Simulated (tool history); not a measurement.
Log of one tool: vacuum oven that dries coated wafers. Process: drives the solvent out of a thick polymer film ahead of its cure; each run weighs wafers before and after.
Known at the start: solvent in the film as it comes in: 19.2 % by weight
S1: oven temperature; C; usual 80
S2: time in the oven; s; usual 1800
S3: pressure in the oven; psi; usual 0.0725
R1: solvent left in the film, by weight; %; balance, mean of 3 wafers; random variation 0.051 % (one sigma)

Run 1, hour 0: usual settings. Result: R1 1.21 %.
Run 2, hour 17.9: usual settings. Result: R1 1.11 %.
Run 3, hour 34.3: usual settings. Result: R1 1.21 %.
Run 4, hour 45: usual settings but S2 1500 s. Result: R1 1.73 %.
Run 5, hour 65: usual settings but S2 2700 s. Result: R1 0.5 %.
At hour 68.9: oven's thermocouples calibrated.
Run 6, hour 92.8: usual settings but S2 2700 s, S3 0.084 psi. Result: R1 0.59 %.
Run 7, hour 108.6: usual settings but S1 89 C, S2 1980 s, S3 0.0905 psi. Result: R1 0.41 %.
Run 8, hour 123.6: usual settings but S1 73 C, S2 1980 s, S3 0.0468 psi. Result: R1 2.56 %.
At hour 128.9: oven's thermocouples calibrated, once more.
Run 9, hour 143.3: usual settings but S2 1260 s, S3 0.17 psi. Result: R1 2.02 %.
Run 10, hour 157.4: usual settings but S2 1260 s, S3 0.17 psi. Result: R1 1.92 %.
Run 11, hour 168.5: usual settings but S1 77 C, S2 1740 s, S3 0.0635 psi. Result: R1 1.34 %.

Forecast each of these 4 alternatives for the next run:
Run A, hour 186.2: usual settings but S1 68 C, S2 960 s. Result: R1 ?.
Run B, hour 186.2: usual settings but S1 88 C, S2 2520 s, S3 0.0989 psi. Result: R1 ?.
Run C, hour 186.2: usual settings but S1 74 C, S3 0.0392 psi. Result: R1 ?.
Run D, hour 186.2: usual settings but S1 91 C, S2 2940 s, S3 0.0635 psi. Result: R1 ?.

run    R1
  A   6.6
  B  0.17
  C  1.71
  D   0.2
Without the tool's hidden state the same runs would have given:
run    R1
  A  6.54
  B  0.12
  C  1.64
  D  0.16

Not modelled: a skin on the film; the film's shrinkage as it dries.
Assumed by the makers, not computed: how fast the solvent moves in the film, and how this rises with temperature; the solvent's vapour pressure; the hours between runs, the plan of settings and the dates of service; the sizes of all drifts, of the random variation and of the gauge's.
